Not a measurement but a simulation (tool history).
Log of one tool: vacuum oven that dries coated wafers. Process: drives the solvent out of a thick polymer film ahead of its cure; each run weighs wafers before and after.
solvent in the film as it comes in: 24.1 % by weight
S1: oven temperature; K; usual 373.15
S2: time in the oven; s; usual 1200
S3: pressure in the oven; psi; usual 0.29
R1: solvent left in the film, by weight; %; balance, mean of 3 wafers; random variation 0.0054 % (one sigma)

run	hour	S1	S2	S3	R1
1	0	373.15	1200	0.29	1.212
2	11	373.15	1740	0.29	0.614
3	20.6	373.15	1200	0.29	1.224
4	30.2	373.15	1200	0.29	1.228
5	37.2	373.15	1200	0.46	1.463
6	50.9	373.15	1200	0.46	1.459
7	65.3	373.15	1200	0.46	1.446
8	74.2	373.15	600	0.46	4.507
9	87.4	373.15	600	0.46	4.503
10	100.4	373.15	600	0.46	4.49
11	108.9	373.15	1200	0.29	1.211
12	115.4	373.15	1200	0.29	1.2
13	129.8	373.15	1200	0.29	1.208
# hour 133.2: oven's thermocouples calibrated
14	140.2	373.15	1320	0.29	0.978
15	146.6	373.15	1320	0.29	0.983
16	158.2	373.15	1320	0.29	0.973
17	164.7	373.15	1320	0.29	0.963
18	172.7	373.15	1320	0.29	0.969
# hour 178.2: oven's thermocouples calibrated, once more
19	190	373.15	1320	0.29	1.048
20	198.9	373.15	1320	0.29	1.046
21	208.2	373.15	1200	0.29	1.26
22	216.6	373.15	1200	0.29	1.271
23	231.3	373.15	1200	0.29	1.252
24	245.4	373.15	1200	0.29	1.257
25	253.9	373.15	1200	0.29	1.255
26	264.6	361.15	2040	0.342	1.869
27	272.3	373.15	1620	0.654	1.233
28	284.8	386.15	1200	0.628	0.641
29	294.6	386.15	1200	0.628	0.647
30	309	386.15	600	0.628	1.574
31	317.1	369.15	900	0.193	3.121
32	328.5	372.15	1200	0.351	1.492
33	343.9	370.15	1440	0.98	2.334
34	350.8	370.15	1440	0.98	2.324
35	363.9	370.15	1440	0.98	2.317
36	373.6	359.15	1200	0.226	4.709
37	382	359.15	1200	0.226	4.719
38	394.6	387.15	660	0.226	0.837
39	402.5	373.15	840	0.193	2.382
40	410.7	373.15	600	0.29	4.353
41	418	363.15	1200	0.186	3.286
42	428.4	383.15	2040	1.139	1.194
43	441.5	383.15	720	0.168	1.047
44	454	383.15	720	0.168	1.053

The same runs without the tool's hidden state, with the same run-to-run variation:
The hidden state here: true wafer temperature over the reading, C; true pressure over the reading, kPa; drift of the gauge itself on solvent_pct, %.
run	R1
1	1.23
2	0.621
3	1.245
4	1.25
5	1.486
6	1.485
7	1.473
8	4.573
9	4.572
10	4.563
11	1.241
12	1.23
13	1.24
14	1.021
15	1.026
16	1.017
17	1.008
18	1.014
19	1.025
20	1.023
21	1.234
22	1.246
23	1.229
24	1.235
25	1.235
26	1.842
27	1.218
28	0.634
29	0.64
30	1.562
31	3.101
32	1.479
33	2.322
34	2.312
35	2.307
36	4.699
37	4.712
38	0.834
39	2.382
40	4.358
41	3.287
42	1.189
43	1.049
44	1.057
